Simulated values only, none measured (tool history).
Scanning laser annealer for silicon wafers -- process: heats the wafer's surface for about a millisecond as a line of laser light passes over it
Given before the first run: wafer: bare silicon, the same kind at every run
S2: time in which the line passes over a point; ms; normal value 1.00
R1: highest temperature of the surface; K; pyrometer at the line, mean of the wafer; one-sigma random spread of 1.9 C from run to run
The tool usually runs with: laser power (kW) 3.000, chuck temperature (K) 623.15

{"run": 1, "day": 0.0, "laser power (kW)": 3.0, "S2": 1.0, "chuck temperature (K)": 623.15, "R1": 1393.15}
{"run": 2, "day": 2.154, "laser power (kW)": 3.0, "S2": 1.0, "chuck temperature (K)": 623.15, "R1": 1389.15}
{"run": 3, "day": 4.229, "laser power (kW)": 3.0, "S2": 1.03, "chuck temperature (K)": 623.15, "R1": 1403.15}
{"run": 4, "day": 5.392, "laser power (kW)": 3.0, "S2": 1.03, "chuck temperature (K)": 623.15, "R1": 1399.15}
{"run": 5, "day": 6.704, "laser power (kW)": 3.0, "S2": 1.03, "chuck temperature (K)": 623.15, "R1": 1397.15}
{"run": 6, "day": 8.283, "laser power (kW)": 3.0, "S2": 1.03, "chuck temperature (K)": 623.15, "R1": 1393.15}
{"run": 7, "day": 9.658, "laser power (kW)": 3.0, "S2": 1.03, "chuck temperature (K)": 623.15, "R1": 1398.15}
{"run": 8, "day": 11.575, "laser power (kW)": 2.853, "S2": 1.03, "chuck temperature (K)": 623.15, "R1": 1352.15}
{"run": 9, "day": 12.708, "laser power (kW)": 2.853, "S2": 1.03, "chuck temperature (K)": 604.15, "R1": 1334.15}
{"run": 10, "day": 14.825, "laser power (kW)": 3.0, "S2": 1.0, "chuck temperature (K)": 642.15, "R1": 1400.15}
{"run": 11, "day": 16.417, "laser power (kW)": 3.0, "S2": 1.0, "chuck temperature (K)": 642.15, "R1": 1398.15}
{"run": 12, "day": 17.958, "laser power (kW)": 2.884, "S2": 1.0, "chuck temperature (K)": 623.15, "R1": 1340.15}
{"run": 13, "day": 20.146, "laser power (kW)": 2.884, "S2": 1.0, "chuck temperature (K)": 623.15, "R1": 1340.15}
{"run": 14, "day": 22.271, "laser power (kW)": 3.0, "S2": 1.0, "chuck temperature (K)": 623.15, "R1": 1374.15}
{"run": 15, "day": 23.529, "laser power (kW)": 3.0, "S2": 1.0, "chuck temperature (K)": 623.15, "R1": 1374.15}
{"run": 16, "day": 24.996, "laser power (kW)": 3.0, "S2": 1.0, "chuck temperature (K)": 623.15, "R1": 1374.15}
{"run": 17, "day": 26.546, "laser power (kW)": 3.0, "S2": 1.0, "chuck temperature (K)": 623.15, "R1": 1371.15}
{"run": 18, "day": 27.642, "laser power (kW)": 3.0, "S2": 1.0, "chuck temperature (K)": 623.15, "R1": 1370.15}
{"run": 19, "day": 29.212, "laser power (kW)": 2.921, "S2": 1.0, "chuck temperature (K)": 623.15, "R1": 1347.15}
{"run": 20, "day": 30.379, "laser power (kW)": 2.921, "S2": 1.0, "chuck temperature (K)": 623.15, "R1": 1347.15}
{"run": 21, "day": 31.962, "laser power (kW)": 3.0, "S2": 1.0, "chuck temperature (K)": 629.15, "R1": 1372.15}
{"day": 33.85, "done": "optics aligned, line set to its width"}
{"run": 22, "day": 34.079, "laser power (kW)": 3.0, "S2": 1.0, "chuck temperature (K)": 629.15, "R1": 1396.15}
{"run": 23, "day": 35.308, "laser power (kW)": 3.0, "S2": 1.0, "chuck temperature (K)": 629.15, "R1": 1394.15}
{"run": 24, "day": 37.525, "laser power (kW)": 3.0, "S2": 1.0, "chuck temperature (K)": 629.15, "R1": 1391.15}
{"run": 25, "day": 39.575, "laser power (kW)": 2.647, "S2": 1.21, "chuck temperature (K)": 623.15, "R1": 1344.15}
{"run": 26, "day": 41.592, "laser power (kW)": 2.577, "S2": 0.85, "chuck temperature (K)": 623.15, "R1": 1216.15}
{"run": 27, "day": 42.733, "laser power (kW)": 2.933, "S2": 1.22, "chuck temperature (K)": 615.15, "R1": 1421.15}
{"run": 28, "day": 44.579, "laser power (kW)": 3.299, "S2": 0.8, "chuck temperature (K)": 594.15, "R1": 1359.15}
{"run": 29, "day": 46.004, "laser power (kW)": 3.252, "S2": 0.75, "chuck temperature (K)": 627.15, "R1": 1355.15}
{"run": 30, "day": 47.283, "laser power (kW)": 3.252, "S2": 0.75, "chuck temperature (K)": 627.15, "R1": 1356.15}
{"run": 31, "day": 49.196, "laser power (kW)": 3.107, "S2": 1.0, "chuck temperature (K)": 643.15, "R1": 1431.15}
{"run": 32, "day": 50.933, "laser power (kW)": 2.6, "S2": 0.8, "chuck temperature (K)": 609.15, "R1": 1187.15}
{"run": 33, "day": 52.967, "laser power (kW)": 2.786, "S2": 0.9, "chuck temperature (K)": 623.15, "R1": 1280.15}
{"run": 34, "day": 55.021, "laser power (kW)": 2.786, "S2": 0.96, "chuck temperature (K)": 623.15, "R1": 1299.15}
{"run": 35, "day": 56.7, "laser power (kW)": 2.764, "S2": 1.01, "chuck temperature (K)": 624.15, "R1": 1305.15}
{"run": 36, "day": 57.688, "laser power (kW)": 2.764, "S2": 1.01, "chuck temperature (K)": 624.15, "R1": 1308.15}

Expected results for the next run?
{"run": 37, "day": 58.738, "laser power (kW)": 3.0, "S2": 0.73, "chuck temperature (K)": 623.15, "R1": "?"}

R1: 1271.15 K
With no hidden state in the tool, this same run would have given R1 1311.15 K.
